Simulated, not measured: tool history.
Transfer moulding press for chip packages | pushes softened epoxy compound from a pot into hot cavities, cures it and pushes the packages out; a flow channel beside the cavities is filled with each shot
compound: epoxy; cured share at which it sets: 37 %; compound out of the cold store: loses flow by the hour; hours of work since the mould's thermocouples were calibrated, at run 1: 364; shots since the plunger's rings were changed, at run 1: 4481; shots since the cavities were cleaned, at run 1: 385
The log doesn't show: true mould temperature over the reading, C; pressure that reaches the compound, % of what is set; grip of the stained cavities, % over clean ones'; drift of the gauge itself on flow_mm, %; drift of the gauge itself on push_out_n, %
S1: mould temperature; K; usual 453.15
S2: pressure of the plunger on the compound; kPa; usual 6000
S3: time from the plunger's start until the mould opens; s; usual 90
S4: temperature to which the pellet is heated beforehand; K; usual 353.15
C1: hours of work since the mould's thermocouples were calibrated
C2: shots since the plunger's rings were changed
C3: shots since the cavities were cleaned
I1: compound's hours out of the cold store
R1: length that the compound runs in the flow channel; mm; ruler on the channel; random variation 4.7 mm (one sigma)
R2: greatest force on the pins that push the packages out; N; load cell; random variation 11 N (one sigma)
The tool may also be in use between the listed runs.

run	hour	S1	S2	S3	S4	C1	C2	C3	I1	R1	R2
1	0	453.15	6000	90	353.15	364	4481	385	44	617	860
2	27.9	453.15	6000	90	353.15	380	4778	682	23	654	1044
# hour 44: cavities cleaned with cleaning compound and waxed
3	46	453.15	7210	90	353.15	390	4953	20	47.8	647	537
4	73.8	453.15	7210	90	353.15	407	5249	316	43.7	663	836
# hour 80.1: plunger's sealing rings changed
5	104.5	453.15	7210	90	353.15	423	260	616	20.7	768	1040
# hour 126: cavities cleaned with cleaning compound and waxed
6	128.8	453.15	7210	90	353.15	437	501	29	43.1	721	571
7	152	453.15	7210	90	353.15	451	748	276	9.5	796	848
8	180.1	453.15	7210	90	353.15	467	1046	574	46.1	710	957
9	201.5	456.15	6000	90	353.15	480	1274	802	20.4	680	960
# hour 205: mould's thermocouples calibrated
# hour 209.1: cavities cleaned with cleaning compound and waxed
10	234	456.15	6000	90	353.15	16	1582	265	32.8	654	680
11	256.8	456.15	6000	90	353.15	30	1823	506	10.7	705	836
12	276.9	456.15	4890	90	353.15	42	2037	720	43.1	563	889
# hour 287.8: cavities cleaned with cleaning compound and waxed
13	307.6	453.15	6000	90	353.15	59	2347	210	20.3	678	772
14	327	446.15	6000	90	353.15	70	2553	416	43	645	1298
15	340.1	453.15	5680	125	353.15	78	2692	555	13.6	676	700
16	363.8	453.15	5680	125	353.15	92	2944	807	12.5	673	775
# hour 367.7: cavities cleaned with cleaning compound and waxed
17	391.4	453.15	5680	125	353.15	108	3221	251	17.6	657	568
18	413.5	453.15	6630	116	353.15	121	3456	486	41.6	655	671
19	426.8	456.15	6000	90	363.15	129	3598	628	38.5	617	855
# hour 446.6: cavities cleaned with cleaning compound and waxed
20	454	453.15	5330	86	347.15	144	3871	80	40.4	584	654
21	482	455.15	5780	129	362.15	160	4167	376	48	585	635
22	495.8	455.15	5780	129	362.15	168	4314	523	46.3	589	669
23	511.2	445.15	6000	85	362.15	178	4477	686	12.1	701	1869
# hour 525.6: cavities cleaned with cleaning compound and waxed
24	525.8	456.15	6900	90	347.15	185	4616	2	35	664	439
25	547	454.15	5840	86	347.15	198	4842	228	22.9	643	808

Run 26 comes next. What will it give?
26	570.4	454.15	6000	90	353.15	212	5091	477	33.1	?	?

{"run 26": {"R1": 615, "R2": 914}}
Without the tool's hidden state the same run would have given R1 666 mm, R2 496 N.
